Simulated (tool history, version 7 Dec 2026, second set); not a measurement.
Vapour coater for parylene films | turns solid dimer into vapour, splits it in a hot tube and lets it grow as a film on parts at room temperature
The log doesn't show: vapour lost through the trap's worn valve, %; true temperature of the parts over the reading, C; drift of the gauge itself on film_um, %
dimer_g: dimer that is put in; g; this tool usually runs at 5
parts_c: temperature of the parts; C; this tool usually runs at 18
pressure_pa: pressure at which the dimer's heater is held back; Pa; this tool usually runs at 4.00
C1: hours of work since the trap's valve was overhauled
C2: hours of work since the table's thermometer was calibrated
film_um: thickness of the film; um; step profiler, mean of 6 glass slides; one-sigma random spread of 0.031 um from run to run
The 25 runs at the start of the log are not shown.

Run 26, hour 789.8: usual settings but parts_c 10 C, pressure_pa 2.47 Pa; C1 18; C2 717. Result: film_um 3.72 um.
Run 27, hour 831.5: usual settings but pressure_pa 2.91 Pa; C1 35; C2 735. Result: film_um 2.98 um.
Run 28, hour 874.8: usual settings but dimer_g 2 g, parts_c 19 C, pressure_pa 4.04 Pa; C1 54; C2 753. Result: film_um 1.13 um.
Run 29, hour 910.3: usual settings but dimer_g 3 g, parts_c 17 C, pressure_pa 2.00 Pa; C1 69; C2 768. Result: film_um 1.94 um.
Run 30, hour 936.5: usual settings but dimer_g 3 g, parts_c 17 C, pressure_pa 2.00 Pa; C1 80; C2 780. Result: film_um 1.93 um.
Run 31, hour 963.5: usual settings but dimer_g 3 g, parts_c 17 C, pressure_pa 2.00 Pa; C1 91; C2 791. Result: film_um 1.95 um.
Run 32, hour 987.2: usual settings but dimer_g 7 g, parts_c 17 C, pressure_pa 7.78 Pa; C1 101; C2 801. Result: film_um 3.65 um.
Run 33, hour 1008.3: usual settings but pressure_pa 3.26 Pa; C1 110; C2 810. Result: film_um 2.85 um.
Run 34, hour 1032.6: usual settings but dimer_g 6 g, pressure_pa 4.66 Pa; C1 121; C2 820. Result: film_um 3.23 um.
Run 35, hour 1077.1: usual settings but dimer_g 8 g, parts_c 12 C, pressure_pa 3.31 Pa; C1 140; C2 839. Result: film_um 5.46 um.
Run 36, hour 1102.5: usual settings but dimer_g 8 g, parts_c 12 C, pressure_pa 3.31 Pa; C1 150; C2 850. Result: film_um 5.31 um.
Run 37, hour 1134.5: usual settings but dimer_g 8 g, parts_c 12 C, pressure_pa 3.31 Pa; C1 164; C2 864. Result: film_um 5.36 um.
Run 38, hour 1171.2: usual settings but parts_c 10 C, pressure_pa 3.80 Pa; C1 180; C2 879. Result: film_um 3.24 um.
Run 39, hour 1194.3: usual settings but parts_c 10 C, pressure_pa 3.80 Pa; C1 189; C2 889. Result: film_um 3.21 um.
Run 40, hour 1240.2: usual settings but dimer_g 3 g, parts_c 25 C, pressure_pa 10.30 Pa; C1 209; C2 909. Result: film_um 1.05 um.
Run 41, hour 1277.6: usual settings but dimer_g 3 g, parts_c 25 C, pressure_pa 10.30 Pa; C1 225; C2 925. Result: film_um 1.02 um.
At hour 1284.6: trap's valve overhauled.
Run 42, hour 1309.1: usual settings but dimer_g 3 g, parts_c 25 C, pressure_pa 10.30 Pa; C1 10; C2 936. Result: film_um 1.13 um.
Run 43, hour 1354.0: usual settings but dimer_g 2 g, parts_c 11 C; C1 30; C2 955. Result: film_um 1.44 um.
Run 44, hour 1376.6: usual settings but dimer_g 3 g, parts_c 19 C, pressure_pa 4.61 Pa; C1 39; C2 965. Result: film_um 1.60 um.
Run 45, hour 1418.1: usual settings but dimer_g 4 g, parts_c 19 C; C1 57; C2 983. Result: film_um 2.17 um.
Run 46, hour 1449.7: usual settings but dimer_g 4 g, parts_c 19 C; C1 70; C2 996. Result: film_um 2.14 um.
Run 47, hour 1484.2: usual settings but dimer_g 4 g, pressure_pa 3.11 Pa; C1 85; C2 1011. Result: film_um 2.29 um.

Alternative continuations, all from the tool just after run 47; predict every row:
Run A, hour 1527.6: usual settings but dimer_g 4 g, parts_c 15 C, pressure_pa 3.11 Pa; C1 103; C2 1029. Result: film_um ?.
Run B, hour 1527.6: usual settings but dimer_g 6 g, parts_c 16 C, pressure_pa 9.24 Pa; C1 103; C2 1029. Result: film_um ?.
Run C, hour 1527.6: usual settings but dimer_g 2 g; C1 103; C2 1029. Result: film_um ?.

run  film_um
  A     2.52
  B     3.09
  C     1.11
With the hidden condition removed and each run's random variation left untouched, the same runs would have given:
run  film_um
  A     2.79
  B     3.40
  C     1.23

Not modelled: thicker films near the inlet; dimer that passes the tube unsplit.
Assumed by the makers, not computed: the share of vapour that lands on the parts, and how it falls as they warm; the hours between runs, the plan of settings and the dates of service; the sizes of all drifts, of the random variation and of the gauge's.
